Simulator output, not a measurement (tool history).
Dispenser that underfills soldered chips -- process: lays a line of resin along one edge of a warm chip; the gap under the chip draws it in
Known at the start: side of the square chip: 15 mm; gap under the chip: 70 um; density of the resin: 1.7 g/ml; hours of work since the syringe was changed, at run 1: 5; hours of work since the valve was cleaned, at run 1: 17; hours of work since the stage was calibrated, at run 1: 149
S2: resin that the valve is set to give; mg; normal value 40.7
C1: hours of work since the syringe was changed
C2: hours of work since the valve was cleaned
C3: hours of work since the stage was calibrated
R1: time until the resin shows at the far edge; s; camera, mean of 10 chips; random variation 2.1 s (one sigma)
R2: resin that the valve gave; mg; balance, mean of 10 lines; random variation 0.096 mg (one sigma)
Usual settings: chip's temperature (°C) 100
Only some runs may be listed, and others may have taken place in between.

Run 1, hour 0: usual settings; C1 5; C2 17; C3 149. Result: R1 249.9 s, R2 40.03 mg.
At hour 11: new syringe of resin.
Run 2, hour 12.5: usual settings but chip's temperature (°C) 114; C1 1; C2 24; C3 157. Result: R1 127.3 s, R2 39.81 mg.
Run 3, hour 18.3: usual settings but chip's temperature (°C) 92; C1 4; C2 28; C3 160. Result: R1 341.2 s, R2 39.99 mg.
Run 4, hour 27.7: usual settings; C1 10; C2 33; C3 166. Result: R1 292.4 s, R2 39.86 mg.
At hour 30.7: new syringe of resin.
Run 5, hour 33.7: usual settings; C1 2; C2 37; C3 169. Result: R1 223.8 s, R2 39.55 mg.
Run 6, hour 40.5: usual settings; C1 6; C2 41; C3 173. Result: R1 255.7 s, R2 39.5 mg.
At hour 50.8: new syringe of resin.
Run 7, hour 52: usual settings; C1 1; C2 48; C3 180. Result: R1 216.4 s, R2 39.51 mg.
At hour 58.4: dispensing valve cleaned and set on the balance.
Run 8, hour 65.7: usual settings; C1 8; C2 4; C3 188. Result: R1 278.2 s, R2 40.48 mg.
At hour 71.7: new syringe of resin.
Run 9, hour 73.8: usual settings but chip's temperature (°C) 90, S2 36.5 mg; C1 1; C2 9; C3 193. Result: R1 346.7 s, R2 36.19 mg.
Run 10, hour 82.6: usual settings but chip's temperature (°C) 113, S2 36.4 mg; C1 7; C2 15; C3 198. Result: R1 163.4 s, R2 35.93 mg.
Run 11, hour 90: usual settings but chip's temperature (°C) 93, S2 49.4 mg; C1 11; C2 19; C3 203. Result: R1 400.6 s, R2 48.77 mg.
At hour 91.1: new syringe of resin.
Run 12, hour 100.9: usual settings but chip's temperature (°C) 93, S2 49.4 mg; C1 6; C2 25; C3 209. Result: R1 338.6 s, R2 48.66 mg.
Run 13, hour 107.2: usual settings but chip's temperature (°C) 113, S2 51.9 mg; C1 10; C2 29; C3 213. Result: R1 174.2 s, R2 51.01 mg.
At hour 111.1: new syringe of resin.
Run 14, hour 119.4: usual settings but chip's temperature (°C) 90, S2 51.9 mg; C1 5; C2 36; C3 220. Result: R1 364.5 s, R2 50.62 mg.
Run 15, hour 127.8: usual settings but chip's temperature (°C) 111, S2 46.3 mg; C1 10; C2 42; C3 225. Result: R1 191.1 s, R2 45.07 mg.

Forecast each of these 4 alternatives for the next run:
At hour 131.1: new syringe of resin.
Run A, hour 135: usual settings but chip's temperature (°C) 87, S2 51.8 mg; C1 2; C2 46; C3 229. Result: R1 ?, R2 ?.
At hour 131.1: new syringe of resin.
Run B, hour 135: usual settings but chip's temperature (°C) 110, S2 36.7 mg; C1 2; C2 46; C3 229. Result: R1 ?, R2 ?.
At hour 131.1: new syringe of resin.
Run C, hour 135: usual settings but chip's temperature (°C) 101, S2 52 mg; C1 2; C2 46; C3 229. Result: R1 ?, R2 ?.
At hour 131.1: new syringe of resin.
Run D, hour 135: usual settings but chip's temperature (°C) 105, S2 48.6 mg; C1 2; C2 46; C3 229. Result: R1 ?, R2 ?.

run     R1     R2
  A  379.9  50.23
  B  156.8  35.66
  C  211.5  50.69
  D  181.2   47.2
With no hidden state in the tool, these same runs would have given:
run     R1     R2
  A  342.4  51.71
  B    141  36.71
  C  191.1  52.18
  D  163.7  48.59

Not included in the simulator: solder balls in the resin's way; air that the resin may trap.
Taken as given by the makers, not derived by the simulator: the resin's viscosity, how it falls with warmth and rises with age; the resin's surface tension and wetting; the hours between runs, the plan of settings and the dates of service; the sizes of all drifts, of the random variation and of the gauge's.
